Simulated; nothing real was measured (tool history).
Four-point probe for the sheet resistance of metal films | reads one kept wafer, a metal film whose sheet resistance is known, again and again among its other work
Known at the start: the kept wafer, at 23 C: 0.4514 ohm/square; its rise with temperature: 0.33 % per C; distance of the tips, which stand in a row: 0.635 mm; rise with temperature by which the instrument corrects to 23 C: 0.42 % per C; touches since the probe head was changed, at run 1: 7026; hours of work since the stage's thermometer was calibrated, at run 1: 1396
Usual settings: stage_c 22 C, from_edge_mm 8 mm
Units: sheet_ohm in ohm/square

run     day  stage_c  from_edge_mm  touches since the probe head was changed  hours of work since the stage's thermometer was calibrated  sheet_ohm
  1   0.000       22             8                                      7026                                                        1396   0.451723
  2   1.133       22             8                                      7443                                                        1411   0.451759
  3   2.558       22             8                                      7968                                                        1429   0.451957
  4   4.146       22             8                                      8552                                                        1450   0.451913
  5   5.562       22             8                                      9074                                                        1469   0.451849
  6   6.583       22            43                                      9450                                                        1482   0.450486
  7   7.821       34             8                                      9905                                                        1499   0.447214
  8   8.838       34             8                                     10280                                                        1512   0.447396
  9  10.088       34             8                                     10740                                                        1528   0.447327
 10  11.317       26            49                                     11192                                                        1544   0.448911
 11  12.608       25             8                                     11668                                                        1561   0.450781
 12  13.625       19             8                                     12043                                                        1575   0.453227
 13  14.704       34            17                                     12441                                                        1589   0.446302
 14  15.704       21            73                                     12808                                                        1602   0.451022
 15  16.733       23             3                                     13187                                                        1616   0.460807

Measured less the same run without the tool's hidden state. The same run-to-run variation is in both; the gauge's scatter may not be:
The hidden state here: inner tips' distance over the nominal, %; tips' flats over new ones', %; wafer's true temperature over the reading, C; drift of the gauge itself on sheet_ohm, %.
run  sheet_ohm
  1  -0.001559
  2  -0.001536
  3  -0.001510
  4  -0.001475
  5  -0.001449
  6  -0.001425
  7  -0.001369
  8  -0.001351
  9  -0.001325
 10  -0.001325
 11  -0.001309
 12  -0.001309
 13  -0.001239
 14  -0.001259
 15  -0.001259
